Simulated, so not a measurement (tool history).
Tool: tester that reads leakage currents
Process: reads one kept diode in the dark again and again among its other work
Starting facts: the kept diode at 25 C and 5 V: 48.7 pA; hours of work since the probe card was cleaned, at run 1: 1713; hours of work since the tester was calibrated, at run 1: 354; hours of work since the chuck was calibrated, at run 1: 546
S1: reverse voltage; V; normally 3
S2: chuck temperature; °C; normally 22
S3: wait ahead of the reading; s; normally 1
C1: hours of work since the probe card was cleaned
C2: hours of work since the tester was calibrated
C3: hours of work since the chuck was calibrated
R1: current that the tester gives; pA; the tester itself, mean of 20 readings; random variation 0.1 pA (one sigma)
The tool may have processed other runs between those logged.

| run | day | S1 | S2 | S3 | C1 | C2 | C3 | R1 |
|---|---|---|---|---|---|---|---|---|
| 1 | 0 | 3 | 22 | 1 | 1713 | 354 | 546 | 38.94 |
| 2 | 2.617 | 3 | 22 | 1 | 1738 | 379 | 571 | 39.24 |
| 3 | 5.571 | 3 | 22 | 1 | 1766 | 407 | 600 | 39.13 |
| 4 | 8.212 | 3 | 22 | 1 | 1792 | 433 | 625 | 39.52 |
| 5 | 10.567 | 3 | 22 | 1 | 1814 | 455 | 648 | 39.83 |
| 6 | 12.288 | 3 | 22 | 1.3 | 1831 | 472 | 664 | 40.12 |
| 7 | 14.083 | 3 | 22 | 1.3 | 1848 | 489 | 682 | 40.53 |
| 8 | 15.554 | 3 | 22 | 1.3 | 1862 | 503 | 696 | 40.55 |
| 9 | 18.317 | 1.19 | 22 | 0.37 | 1889 | 530 | 722 | 26.21 |
|  | 20.321 | chuck's temperature calibrated |
| 10 | 21.638 | 6.63 | 21 | 0.32 | 1920 | 561 | 13 | 52.64 |
| 11 | 24.246 | 3.21 | 37 | 0.31 | 1945 | 586 | 38 | 133.2 |
| 12 | 25.633 | 1.27 | 22 | 4.73 | 1958 | 600 | 51 | 23.83 |
| 13 | 27.721 | 5.51 | 32 | 1.25 | 1979 | 620 | 71 | 112.9 |
| 14 | 29.033 | 11.01 | 32 | 0.83 | 1991 | 632 | 84 | 159.8 |
| 15 | 30.65 | 6.03 | 24 | 0.49 | 2007 | 648 | 99 | 63.41 |
| 16 | 32.704 | 6.03 | 24 | 0.49 | 2026 | 667 | 119 | 63.59 |

What if the next run were any one of these 4? Each begins from the tool's condition after run 16:
|  | 34.35 | probe card cleaned and baked |
| A | 35.925 | 2.33 | 22 | 0.49 | 15 | 697 | 149 | ? |
|  | 34.35 | probe card cleaned and baked |
| B | 35.925 | 1.35 | 25 | 1 | 15 | 697 | 149 | ? |
|  | 34.35 | probe card cleaned and baked |
| C | 35.925 | 9.44 | 29 | 1.88 | 15 | 697 | 149 | ? |
|  | 34.35 | probe card cleaned and baked |
| D | 35.925 | 6.03 | 24 | 2.57 | 15 | 697 | 149 | ? |

| run | R1 |
|---|---|
| A | 27.96 |
| B | 29.67 |
| C | 97.36 |
| D | 50.11 |
Without the tool's unlogged condition, the same runs would have read:
| run | R1 |
|---|---|
| A | 26.83 |
| B | 28.51 |
| C | 93.53 |
| D | 48.04 |
